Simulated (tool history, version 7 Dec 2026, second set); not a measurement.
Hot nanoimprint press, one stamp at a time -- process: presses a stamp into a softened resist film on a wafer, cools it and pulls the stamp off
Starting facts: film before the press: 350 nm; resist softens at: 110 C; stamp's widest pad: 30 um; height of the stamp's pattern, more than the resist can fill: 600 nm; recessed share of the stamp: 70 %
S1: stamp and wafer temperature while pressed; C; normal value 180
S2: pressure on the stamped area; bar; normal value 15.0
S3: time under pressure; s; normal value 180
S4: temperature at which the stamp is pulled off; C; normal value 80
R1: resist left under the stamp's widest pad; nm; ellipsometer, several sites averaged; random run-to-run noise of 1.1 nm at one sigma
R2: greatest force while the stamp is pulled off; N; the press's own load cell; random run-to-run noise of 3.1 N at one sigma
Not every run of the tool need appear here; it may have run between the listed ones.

run 1 hour=0.0 | S1=180 S2=15.0 S3=180 S4=80 | R1=168.0 R2=152
run 2 hour=50.9 | S1=180 S2=15.0 S3=180 S4=80 | R1=167.5 R2=158
run 3 hour=119.0 | S1=187 S2=15.0 S3=180 S4=80 | R1=128.6 R2=176
run 4 hour=158.8 | S1=180 S2=15.0 S3=180 S4=80 | R1=171.7 R2=175
run 5 hour=209.4 | S1=169 S2=15.0 S3=180 S4=80 | R1=259.6 R2=184
run 6 hour=261.5 | S1=169 S2=15.0 S3=180 S4=80 | R1=256.4 R2=193
run 7 hour=323.1 | S1=169 S2=15.0 S3=180 S4=80 | R1=260.5 R2=197
-- hour=344.9 stamp cleaned and given a new release coat
run 8 hour=383.6 | S1=169 S2=16.4 S3=180 S4=80 | R1=254.8 R2=155
run 9 hour=447.9 | S1=180 S2=15.0 S3=180 S4=80 | R1=175.9 R2=161
run 10 hour=481.2 | S1=180 S2=15.0 S3=180 S4=80 | R1=175.9 R2=168
run 11 hour=508.8 | S1=180 S2=15.0 S3=180 S4=80 | R1=175.1 R2=173
run 12 hour=575.6 | S1=180 S2=15.0 S3=180 S4=80 | R1=178.6 R2=179
run 13 hour=607.9 | S1=180 S2=15.0 S3=180 S4=80 | R1=178.3 R2=187
run 14 hour=670.5 | S1=180 S2=15.0 S3=180 S4=80 | R1=179.5 R2=192
run 15 hour=709.1 | S1=180 S2=15.0 S3=180 S4=80 | R1=179.9 R2=196
-- hour=741.6 stamp cleaned and given a new release coat
run 16 hour=745.1 | S1=180 S2=18.1 S3=180 S4=80 | R1=167.0 R2=154
-- hour=783.3 plate thermocouple calibrated
run 17 hour=814.3 | S1=180 S2=15.0 S3=178 S4=80 | R1=173.4 R2=154
run 18 hour=875.7 | S1=180 S2=15.0 S3=120 S4=80 | R1=199.9 R2=163
run 19 hour=908.1 | S1=180 S2=15.0 S3=293 S4=80 | R1=143.3 R2=171
run 20 hour=966.7 | S1=180 S2=15.0 S3=293 S4=80 | R1=145.9 R2=180
run 21 hour=1009.7 | S1=173 S2=15.0 S3=124 S4=82 | R1=250.4 R2=185
run 22 hour=1069.6 | S1=173 S2=15.0 S3=124 S4=82 | R1=253.0 R2=186
-- hour=1082.9 press's hydraulic seals changed and the load cell set to zero
run 23 hour=1130.2 | S1=177 S2=15.0 S3=124 S4=71 | R1=221.2 R2=203
-- hour=1152.3 stamp cleaned and given a new release coat
run 24 hour=1196.2 | S1=180 S2=15.0 S3=180 S4=69 | R1=175.6 R2=163
run 25 hour=1240.2 | S1=180 S2=9.9 S3=180 S4=68 | R1=206.6 R2=165
run 26 hour=1304.7 | S1=180 S2=9.9 S3=180 S4=67 | R1=206.3 R2=179
run 27 hour=1347.7 | S1=180 S2=9.9 S3=180 S4=67 | R1=209.3 R2=183
run 28 hour=1407.8 | S1=180 S2=9.2 S3=180 S4=80 | R1=212.7 R2=181
run 29 hour=1444.3 | S1=176 S2=9.2 S3=220 S4=71 | R1=230.3 R2=194
run 30 hour=1505.6 | S1=176 S2=9.2 S3=220 S4=71 | R1=234.2 R2=205

Selected run-to-run steps in R1, each split into two signed amounts: the part the tool would show with no hidden state at all (from settings, incoming material and random variation), and the remainder, which goes to the hidden state together with any gauge scatter not common to the measured and the hidden-state-free results:
Hidden conditions of the tool in this case: true temperature over the reading, C; pressure that arrives at the usual setting, %; grip of the stamp's worn release coat, % over a new coat's; drift of the gauge itself on residual_nm, %; drift of the gauge itself on pull_off_n, %.
Run 4 -> 5: S1 180 -> 169. R1 +87.9 nm: hidden state +1.0, all else +86.9.
Run 8 -> 9: S1 169 -> 180, S2 16.4 -> 15.0. R1 -78.9 nm: hidden state +0.3, all else -79.2.
Run 16 -> 17: S2 18.1 -> 15.0, S3 180 -> 178, plate thermocouple calibrated. R1 +6.4 nm: hidden state -6.9, all else +13.3.
Run 20 -> 21: S1 180 -> 173, S3 293 -> 124, S4 80 -> 82. R1 +104.5 nm: hidden state +1.3, all else +103.2.
Run 22 -> 23: S1 173 -> 177, S4 82 -> 71, press's hydraulic seals changed and the load cell set to zero. R1 -31.8 nm: hidden state -2.0, all else -29.8.
